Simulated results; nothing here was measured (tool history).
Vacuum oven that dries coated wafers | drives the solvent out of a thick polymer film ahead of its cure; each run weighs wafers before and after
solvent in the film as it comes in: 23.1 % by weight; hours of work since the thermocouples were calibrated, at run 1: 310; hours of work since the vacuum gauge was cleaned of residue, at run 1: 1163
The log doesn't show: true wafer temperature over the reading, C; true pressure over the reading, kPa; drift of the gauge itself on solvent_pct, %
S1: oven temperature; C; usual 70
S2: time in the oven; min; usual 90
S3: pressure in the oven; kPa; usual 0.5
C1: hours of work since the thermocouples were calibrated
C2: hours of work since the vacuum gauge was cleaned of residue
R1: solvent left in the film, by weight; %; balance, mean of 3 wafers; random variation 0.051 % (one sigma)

| run | hour | S1 | S2 | S3 | C1 | C2 | R1 |
|---|---|---|---|---|---|---|---|
| 1 | 0 | 70 | 90 | 0.5 | 310 | 1163 | 1.16 |
| 2 | 38.4 | 70 | 90 | 0.5 | 335 | 1188 | 0.98 |
| 3 | 85 | 70 | 90 | 0.5 | 365 | 1218 | 1.23 |
| 4 | 148.8 | 70 | 90 | 1.782 | 406 | 1259 | 2.03 |
| 5 | 217.7 | 70 | 90 | 1.782 | 450 | 1303 | 2.02 |
| 6 | 279.2 | 79 | 90 | 0.5 | 490 | 1342 | 0.34 |
| 7 | 334.9 | 70 | 90 | 0.5 | 525 | 1378 | 1.07 |
| 8 | 390.2 | 70 | 90 | 0.5 | 561 | 1414 | 1.08 |
| 9 | 463.4 | 70 | 90 | 0.5 | 608 | 1461 | 1.13 |
| 10 | 535.9 | 70 | 90 | 0.5 | 654 | 1507 | 1.11 |
| 11 | 585.9 | 70 | 90 | 0.5 | 686 | 1539 | 1.06 |
| 12 | 638 | 70 | 90 | 0.5 | 720 | 1573 | 1.12 |
| 13 | 691.8 | 70 | 65 | 1.733 | 754 | 1607 | 2.83 |
| 14 | 756.4 | 70 | 65 | 1.733 | 796 | 1649 | 2.93 |
| 15 | 793.2 | 65 | 62 | 0.64 | 819 | 1672 | 4.57 |
| 16 | 831.9 | 70 | 53 | 1.074 | 844 | 1697 | 3.46 |
| 17 | 888.6 | 70 | 53 | 1.074 | 881 | 1734 | 3.51 |
| 18 | 931.4 | 70 | 146 | 0.824 | 908 | 1761 | 0.78 |
| 19 | 980.7 | 82 | 106 | 0.44 | 940 | 1793 | 0.21 |
| 20 | 1049.9 | 72 | 90 | 0.329 | 984 | 1837 | 0.7 |
| 21 | 1107.9 | 72 | 90 | 0.329 | 1021 | 1874 | 0.55 |

Forecast each of these 4 alternatives for the next run:
|  | 1121.1 | oven's thermocouples calibrated |
| A | 1150.2 | 69 | 117 | 0.387 | 19 | 1900 | ? |
|  | 1121.1 | oven's thermocouples calibrated |
| B | 1150.2 | 70 | 105 | 0.5 | 19 | 1900 | ? |
|  | 1121.1 | oven's thermocouples calibrated |
| C | 1150.2 | 70 | 74 | 0.619 | 19 | 1900 | ? |
|  | 1121.1 | oven's thermocouples calibrated |
| D | 1150.2 | 55 | 73 | 1.247 | 19 | 1900 | ? |

| run | R1 |
|---|---|
| A | 0.72 |
| B | 0.89 |
| C | 1.73 |
| D | 9.29 |
Without the tool's hidden state the same runs would have given:
| run | R1 |
|---|---|
| A | 0.7 |
| B | 0.87 |
| C | 1.72 |
| D | 9.27 |
